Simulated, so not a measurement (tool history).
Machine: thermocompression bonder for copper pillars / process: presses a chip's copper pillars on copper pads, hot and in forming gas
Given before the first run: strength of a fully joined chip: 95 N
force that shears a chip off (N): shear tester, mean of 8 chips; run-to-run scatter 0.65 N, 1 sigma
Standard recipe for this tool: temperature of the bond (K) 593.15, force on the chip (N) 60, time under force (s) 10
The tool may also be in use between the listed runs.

| run | hour | temperature of the bond (K) | force on the chip (N) | time under force (s) | force that shears a chip off (N) |
|---|---|---|---|---|---|
| 1 | 0 | 593.15 | 60 | 10 | 62.5 |
| 2 | 40.2 | 593.15 | 60 | 10 | 62.6 |
| 3 | 85.6 | 595.15 | 60 | 10 | 61.2 |
| 4 | 131.3 | 595.15 | 60 | 10 | 63.4 |
| 5 | 156.6 | 593.15 | 46 | 10 | 50.1 |
| 6 | 202.8 | 593.15 | 77 | 10 | 69.8 |
| 7 | 243.8 | 593.15 | 77 | 10 | 70.7 |
| 8 | 273.7 | 593.15 | 77 | 10 | 71.7 |
|  | 293.6 | forming gas filter changed |
| 9 | 321 | 593.15 | 77 | 10 | 76.3 |
| 10 | 359.5 | 593.15 | 77 | 10 | 74.7 |
| 11 | 383.4 | 593.15 | 77 | 10 | 75.8 |
| 12 | 408.7 | 593.15 | 60 | 10 | 65.3 |
| 13 | 450.2 | 593.15 | 61 | 13 | 69.3 |
| 14 | 494.5 | 579.15 | 77 | 13 | 73.1 |
| 15 | 525.8 | 579.15 | 77 | 13 | 72.2 |
| 16 | 567.3 | 579.15 | 77 | 13 | 73.3 |
| 17 | 616.5 | 620.15 | 83 | 17 | 85.4 |
| 18 | 654.1 | 620.15 | 83 | 17 | 87.5 |
| 19 | 691.2 | 620.15 | 83 | 17 | 84.9 |
| 20 | 734.7 | 593.15 | 60 | 14 | 68.5 |
| 21 | 781.8 | 597.15 | 60 | 6 | 55.6 |
| 22 | 829.5 | 597.15 | 60 | 6 | 54.9 |
|  | 846.3 | forming gas filter changed |
| 23 | 861.2 | 570.15 | 44 | 11 | 45.3 |

Forecast each of these 5 alternatives for the next run:
| A | 890.3 | 593.15 | 60 | 29 | ? |
| B | 890.3 | 611.15 | 37 | 15 | ? |
| C | 890.3 | 593.15 | 79 | 12 | ? |
| D | 890.3 | 593.15 | 60 | 20 | ? |
| E | 890.3 | 610.15 | 60 | 11 | ? |

| run | force that shears a chip off (N) |
|---|---|
| A | 83.3 |
| B | 58.3 |
| C | 81.1 |
| D | 78.1 |
| E | 74.6 |
With the hidden condition removed and each run's random variation left untouched, the same runs would have given:
| run | force that shears a chip off (N) |
|---|---|
| A | 81.5 |
| B | 55.5 |
| C | 79.1 |
| D | 75.9 |
| E | 72.2 |
